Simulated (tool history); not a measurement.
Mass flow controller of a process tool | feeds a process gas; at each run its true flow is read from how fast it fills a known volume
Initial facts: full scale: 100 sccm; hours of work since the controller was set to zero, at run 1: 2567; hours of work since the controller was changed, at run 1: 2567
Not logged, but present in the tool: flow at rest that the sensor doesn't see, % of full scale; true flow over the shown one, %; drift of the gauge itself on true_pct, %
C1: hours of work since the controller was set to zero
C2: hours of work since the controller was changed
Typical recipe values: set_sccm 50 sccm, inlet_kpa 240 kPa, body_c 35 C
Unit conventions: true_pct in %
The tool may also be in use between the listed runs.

{"run": 1, "hour": 0.0, "set_sccm": 50, "inlet_kpa": 240, "body_c": 35, "C1": 2567, "C2": 2567, "true_pct": 99.35}
{"run": 2, "hour": 216.2, "set_sccm": 50, "inlet_kpa": 240, "body_c": 35, "C1": 2717, "C2": 2717, "true_pct": 99.26}
{"run": 3, "hour": 409.2, "set_sccm": 50, "inlet_kpa": 240, "body_c": 35, "C1": 2851, "C2": 2851, "true_pct": 99.23}
{"run": 4, "hour": 724.9, "set_sccm": 50, "inlet_kpa": 240, "body_c": 35, "C1": 3070, "C2": 3070, "true_pct": 99.14}
{"run": 5, "hour": 934.4, "set_sccm": 50, "inlet_kpa": 240, "body_c": 35, "C1": 3215, "C2": 3215, "true_pct": 99.19}
{"run": 6, "hour": 1139.8, "set_sccm": 50, "inlet_kpa": 240, "body_c": 35, "C1": 3357, "C2": 3357, "true_pct": 99.34}
{"run": 7, "hour": 1454.7, "set_sccm": 50, "inlet_kpa": 180, "body_c": 35, "C1": 3575, "C2": 3575, "true_pct": 99.4}
{"run": 8, "hour": 1597.6, "set_sccm": 50, "inlet_kpa": 180, "body_c": 35, "C1": 3674, "C2": 3674, "true_pct": 99.32}
{"run": 9, "hour": 1910.1, "set_sccm": 50, "inlet_kpa": 180, "body_c": 35, "C1": 3891, "C2": 3891, "true_pct": 99.36}
{"run": 10, "hour": 2158.0, "set_sccm": 50, "inlet_kpa": 180, "body_c": 35, "C1": 4063, "C2": 4063, "true_pct": 99.42}
{"hour": 2187.0, "done": "controller's zero set anew"}
{"run": 11, "hour": 2294.5, "set_sccm": 50, "inlet_kpa": 180, "body_c": 35, "C1": 75, "C2": 4157, "true_pct": 99.6}
{"run": 12, "hour": 2533.3, "set_sccm": 50, "inlet_kpa": 180, "body_c": 35, "C1": 240, "C2": 4323, "true_pct": 99.67}
{"run": 13, "hour": 2763.2, "set_sccm": 50, "inlet_kpa": 240, "body_c": 21, "C1": 399, "C2": 4482, "true_pct": 98.17}
{"run": 14, "hour": 2935.6, "set_sccm": 90, "inlet_kpa": 267, "body_c": 35, "C1": 519, "C2": 4601, "true_pct": 99.66}
{"run": 15, "hour": 3153.6, "set_sccm": 90, "inlet_kpa": 267, "body_c": 35, "C1": 670, "C2": 4753, "true_pct": 99.7}
{"run": 16, "hour": 3408.7, "set_sccm": 90, "inlet_kpa": 151, "body_c": 35, "C1": 847, "C2": 4929, "true_pct": 100.04}
{"hour": 3544.2, "done": "controller's zero set anew, once more"}
{"run": 17, "hour": 3710.5, "set_sccm": 49, "inlet_kpa": 151, "body_c": 32, "C1": 115, "C2": 5138, "true_pct": 98.55}
{"run": 18, "hour": 3946.3, "set_sccm": 49, "inlet_kpa": 151, "body_c": 32, "C1": 279, "C2": 5302, "true_pct": 98.55}
{"run": 19, "hour": 4211.2, "set_sccm": 29, "inlet_kpa": 201, "body_c": 35, "C1": 462, "C2": 5485, "true_pct": 98.11}

Branching from run 19: 5 alternative next runs. What would each branch give?
{"run": "A", "hour": 4468.1, "set_sccm": 10, "inlet_kpa": 201, "body_c": 32, "C1": 640, "C2": 5663, "true_pct": "?"}
{"run": "B", "hour": 4468.1, "set_sccm": 46, "inlet_kpa": 192, "body_c": 29, "C1": 640, "C2": 5663, "true_pct": "?"}
{"run": "C", "hour": 4468.1, "set_sccm": 30, "inlet_kpa": 201, "body_c": 31, "C1": 640, "C2": 5663, "true_pct": "?"}
{"run": "D", "hour": 4468.1, "set_sccm": 22, "inlet_kpa": 201, "body_c": 26, "C1": 640, "C2": 5663, "true_pct": "?"}
{"run": "E", "hour": 4468.1, "set_sccm": 50, "inlet_kpa": 163, "body_c": 32, "C1": 640, "C2": 5663, "true_pct": "?"}

run=A true_pct=97.96
run=B true_pct=97.91
run=C true_pct=97.75
run=D true_pct=97.4
run=E true_pct=98.41
Without the tool's unlogged condition, the same runs would have read:
run=A true_pct=98.47
run=B true_pct=99.09
run=C true_pct=98.82
run=D true_pct=98.37
run=E true_pct=99.6
